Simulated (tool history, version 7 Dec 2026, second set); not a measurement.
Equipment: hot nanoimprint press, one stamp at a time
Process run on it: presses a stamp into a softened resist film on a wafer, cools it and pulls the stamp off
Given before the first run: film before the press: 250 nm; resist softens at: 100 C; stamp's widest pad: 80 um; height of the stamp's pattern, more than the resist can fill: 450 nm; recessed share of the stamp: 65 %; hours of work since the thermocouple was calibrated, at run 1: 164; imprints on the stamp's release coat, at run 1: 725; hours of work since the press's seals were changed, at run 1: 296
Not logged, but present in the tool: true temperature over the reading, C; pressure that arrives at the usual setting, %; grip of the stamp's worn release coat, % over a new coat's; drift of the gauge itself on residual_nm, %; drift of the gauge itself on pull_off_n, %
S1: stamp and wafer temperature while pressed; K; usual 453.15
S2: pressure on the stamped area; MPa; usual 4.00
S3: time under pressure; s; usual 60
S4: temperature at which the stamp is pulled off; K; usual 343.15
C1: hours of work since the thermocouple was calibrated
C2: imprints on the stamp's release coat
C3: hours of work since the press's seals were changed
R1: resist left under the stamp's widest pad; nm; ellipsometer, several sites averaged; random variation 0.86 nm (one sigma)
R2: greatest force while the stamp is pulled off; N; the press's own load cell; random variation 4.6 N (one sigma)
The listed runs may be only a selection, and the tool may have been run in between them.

run,hour,S1,S2,S3,S4,C1,C2,C3,R1,R2
1,0.0,453.15,4.00,60,343.15,164,725,296,120.5,272
# hour 58.6: stamp cleaned and given a new release coat
2,67.8,453.15,4.00,60,343.15,205,46,337,119.1,224
3,151.3,453.15,4.00,60,343.15,262,465,394,123.0,259
4,225.7,453.15,4.00,76,343.15,312,839,444,112.3,296
# hour 261.2: stamp cleaned and given a new release coat
5,300.4,447.15,4.00,60,343.15,359,197,491,141.5,230
6,343.3,447.15,4.00,60,343.15,387,412,520,139.2,247
7,428.2,453.15,4.00,60,333.15,445,839,577,123.1,303
# hour 464.1: stamp cleaned and given a new release coat
# hour 481.9: plate thermocouple calibrated
8,528.0,453.15,4.00,60,333.15,31,306,638,124.8,277
9,565.4,453.15,4.00,72,343.15,56,494,664,119.7,268
10,632.4,458.15,4.00,72,343.15,102,830,709,107.1,282
# hour 674.0: stamp cleaned and given a new release coat
11,687.9,453.15,4.00,69,343.15,135,70,742,123.2,239
12,743.5,453.15,3.46,60,343.15,173,349,780,139.2,256
13,813.6,453.15,3.46,60,343.15,220,701,827,141.4,277
# hour 878.2: stamp cleaned and given a new release coat
# hour 884.4: plate thermocouple calibrated, once more
14,884.4,453.15,4.00,54,343.15,0,16,869,123.6,235
# hour 927.9: press's hydraulic seals changed and the load cell set to zero
15,978.8,453.15,2.83,38,343.15,58,450,34,160.6,257
16,1017.5,455.15,2.83,117,343.15,85,645,61,111.2,277
# hour 1093.1: stamp cleaned and given a new release coat
17,1094.4,454.15,2.83,60,343.15,132,6,108,140.5,230

Branching from run 17: 3 alternative next runs. What would each branch give?
A,1174.4,450.15,4.00,107,337.15,186,408,163,?,?
B,1174.4,454.15,2.83,71,345.15,186,408,163,?,?
C,1174.4,453.15,4.22,89,330.15,186,408,163,?,?

run,R1,R2
A,104.9,264
B,135.2,251
C,102.3,271
Without the tool's hidden state the same runs would have given:
run,R1,R2
A,103.0,235
B,133.2,224
C,100.4,242

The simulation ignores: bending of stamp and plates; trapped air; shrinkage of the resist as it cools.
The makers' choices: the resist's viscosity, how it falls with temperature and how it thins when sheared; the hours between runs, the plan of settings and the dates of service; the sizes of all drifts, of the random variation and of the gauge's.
